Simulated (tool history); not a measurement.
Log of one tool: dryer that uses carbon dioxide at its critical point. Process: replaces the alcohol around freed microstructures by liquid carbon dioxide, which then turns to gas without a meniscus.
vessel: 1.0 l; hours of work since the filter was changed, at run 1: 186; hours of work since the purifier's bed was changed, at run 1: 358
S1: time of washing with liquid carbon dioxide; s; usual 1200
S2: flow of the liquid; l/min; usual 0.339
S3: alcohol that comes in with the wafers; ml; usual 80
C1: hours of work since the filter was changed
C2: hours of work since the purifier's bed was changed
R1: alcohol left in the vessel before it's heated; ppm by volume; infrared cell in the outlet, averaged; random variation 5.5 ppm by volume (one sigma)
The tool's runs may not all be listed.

run 1 hour=0.0 | S1=1200 S2=0.339 S3=80 | C1=186 C2=358 | R1=222
run 2 hour=44.4 | S1=1200 S2=0.339 S3=80 | C1=220 C2=392 | R1=237
-- hour=94.2 inlet filter changed
run 3 hour=100.2 | S1=1200 S2=0.339 S3=80 | C1=5 C2=433 | R1=189
run 4 hour=139.2 | S1=960 S2=0.339 S3=80 | C1=34 C2=463 | R1=608
run 5 hour=166.3 | S1=960 S2=0.339 S3=80 | C1=55 C2=484 | R1=615
run 6 hour=211.8 | S1=1200 S2=0.339 S3=69 | C1=89 C2=518 | R1=189
run 7 hour=254.5 | S1=1200 S2=0.339 S3=69 | C1=122 C2=551 | R1=192
run 8 hour=305.5 | S1=1200 S2=0.339 S3=69 | C1=160 C2=589 | R1=213
run 9 hour=337.9 | S1=1200 S2=0.339 S3=69 | C1=185 C2=614 | R1=226
run 10 hour=371.4 | S1=1200 S2=0.339 S3=69 | C1=210 C2=639 | R1=206
run 11 hour=395.4 | S1=1200 S2=0.339 S3=80 | C1=229 C2=657 | R1=262
run 12 hour=427.5 | S1=1200 S2=0.339 S3=80 | C1=253 C2=682 | R1=260
-- hour=431.8 inlet filter changed
run 13 hour=470.9 | S1=1680 S2=0.339 S3=80 | C1=30 C2=714 | R1=68
-- hour=518.3 purifier's bed changed
run 14 hour=523.2 | S1=1200 S2=0.339 S3=112 | C1=67 C2=4 | R1=242
run 15 hour=560.0 | S1=1200 S2=0.339 S3=112 | C1=95 C2=32 | R1=249
run 16 hour=588.3 | S1=1200 S2=0.339 S3=112 | C1=117 C2=53 | R1=262
run 17 hour=619.8 | S1=1200 S2=0.339 S3=112 | C1=140 C2=77 | R1=274
run 18 hour=647.9 | S1=1200 S2=0.339 S3=112 | C1=162 C2=98 | R1=288
run 19 hour=678.9 | S1=1200 S2=0.339 S3=26 | C1=185 C2=122 | R1=71
run 20 hour=713.8 | S1=1200 S2=0.339 S3=26 | C1=212 C2=148 | R1=86
run 21 hour=748.3 | S1=1200 S2=0.339 S3=80 | C1=238 C2=175 | R1=228
-- hour=774.8 inlet filter changed
run 22 hour=795.5 | S1=1200 S2=0.339 S3=80 | C1=16 C2=210 | R1=187
run 23 hour=848.4 | S1=1200 S2=0.339 S3=80 | C1=56 C2=250 | R1=196
run 24 hour=875.8 | S1=1200 S2=0.339 S3=80 | C1=77 C2=271 | R1=201
run 25 hour=918.2 | S1=960 S2=0.235 S3=85 | C1=109 C2=303 | R1=2909
run 26 hour=964.3 | S1=960 S2=0.235 S3=85 | C1=144 C2=338 | R1=2906
run 27 hour=1012.4 | S1=960 S2=0.235 S3=85 | C1=180 C2=374 | R1=3052
run 28 hour=1049.1 | S1=960 S2=0.235 S3=85 | C1=208 C2=402 | R1=3070
run 29 hour=1094.8 | S1=960 S2=0.235 S3=85 | C1=243 C2=437 | R1=3050
-- hour=1112.4 inlet filter changed
run 30 hour=1134.5 | S1=1200 S2=0.339 S3=31 | C1=17 C2=466 | R1=94
run 31 hour=1192.8 | S1=1200 S2=0.339 S3=31 | C1=61 C2=510 | R1=109
run 32 hour=1221.8 | S1=1680 S2=0.547 S3=80 | C1=83 C2=533 | R1=45
run 33 hour=1252.9 | S1=1200 S2=0.339 S3=51 | C1=107 C2=556 | R1=156
run 34 hour=1296.1 | S1=1200 S2=0.339 S3=51 | C1=140 C2=589 | R1=171
run 35 hour=1323.4 | S1=1440 S2=0.507 S3=38 | C1=160 C2=610 | R1=55
run 36 hour=1357.5 | S1=960 S2=0.222 S3=75 | C1=186 C2=636 | R1=3066
run 37 hour=1414.9 | S1=1380 S2=0.432 S3=29 | C1=230 C2=679 | R1=66
run 38 hour=1442.2 | S1=1140 S2=0.382 S3=23 | C1=250 C2=700 | R1=107
-- hour=1452.2 inlet filter changed
run 39 hour=1484.8 | S1=840 S2=0.323 S3=117 | C1=25 C2=731 | R1=1936
-- hour=1511.1 purifier's bed changed
run 40 hour=1519.3 | S1=720 S2=0.528 S3=28 | C1=49 C2=6 | R1=90
run 41 hour=1545.1 | S1=900 S2=0.256 S3=83 | C1=68 C2=26 | R1=2347
run 42 hour=1589.3 | S1=900 S2=0.256 S3=83 | C1=102 C2=59 | R1=2503
run 43 hour=1636.3 | S1=1860 S2=0.339 S3=25 | C1=137 C2=95 | R1=12
run 44 hour=1667.1 | S1=1860 S2=0.339 S3=25 | C1=161 C2=118 | R1=13
run 45 hour=1706.2 | S1=1860 S2=0.214 S3=25 | C1=191 C2=148 | R1=76
run 46 hour=1744.5 | S1=1860 S2=0.214 S3=25 | C1=220 C2=177 | R1=84
-- hour=1795.2 inlet filter changed
run 47 hour=1803.3 | S1=1200 S2=0.339 S3=41 | C1=6 C2=221 | R1=104

3 ways to go on from here, each from the tool as it stands after run 47. What would each give?
run A hour=1838.8 | S1=1200 S2=0.389 S3=52 | C1=33 C2=248 | R1=?
run B hour=1838.8 | S1=960 S2=0.433 S3=40 | C1=33 C2=248 | R1=?
run C hour=1838.8 | S1=1200 S2=0.250 S3=28 | C1=33 C2=248 | R1=?

run=A R1=70
run=B R1=97
run=C R1=302
Without the tool's hidden state the same runs would have given:
run=A R1=49
run=B R1=74
run=C R1=271
